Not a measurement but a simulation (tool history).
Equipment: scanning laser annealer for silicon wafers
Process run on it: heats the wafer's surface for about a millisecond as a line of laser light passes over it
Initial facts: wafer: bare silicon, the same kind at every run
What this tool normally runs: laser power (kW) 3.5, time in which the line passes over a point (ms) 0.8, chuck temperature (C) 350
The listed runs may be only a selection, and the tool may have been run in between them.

run,hour,laser power (kW),time in which the line passes over a point (ms),chuck temperature (C),highest temperature of the surface (C)
1,0,3.5,0.8,350,1117
2,23.1,3.5,0.8,350,1114
3,60.8,3.5,0.8,350,1114
4,99.6,3.5,0.8,350,1118
5,137.9,3.5,0.8,350,1110
6,187.1,3.079,0.8,350,1017
7,210.6,3.239,0.705,350,999
8,249,3.239,0.705,350,1002
9,282.8,3.239,0.705,350,999
10,323.3,3.362,0.705,354,1025
11,369.8,3.362,0.705,354,1025
12,420.8,3.362,0.705,354,1022

What if the next run were any one of these 3? Each begins from the tool's condition after run 12:
# hour 447.7: window over the wafer cleaned
A,464.9,3.247,0.705,354,?
# hour 447.7: window over the wafer cleaned
B,464.9,3.053,0.63,350,?
# hour 447.7: window over the wafer cleaned
C,464.9,3.5,0.596,350,?

run,highest temperature of the surface (C)
A,1027
B,949
C,1011
Without the tool's unlogged condition, the same runs would have read:
run,highest temperature of the surface (C)
A,1040
B,960
C,1024

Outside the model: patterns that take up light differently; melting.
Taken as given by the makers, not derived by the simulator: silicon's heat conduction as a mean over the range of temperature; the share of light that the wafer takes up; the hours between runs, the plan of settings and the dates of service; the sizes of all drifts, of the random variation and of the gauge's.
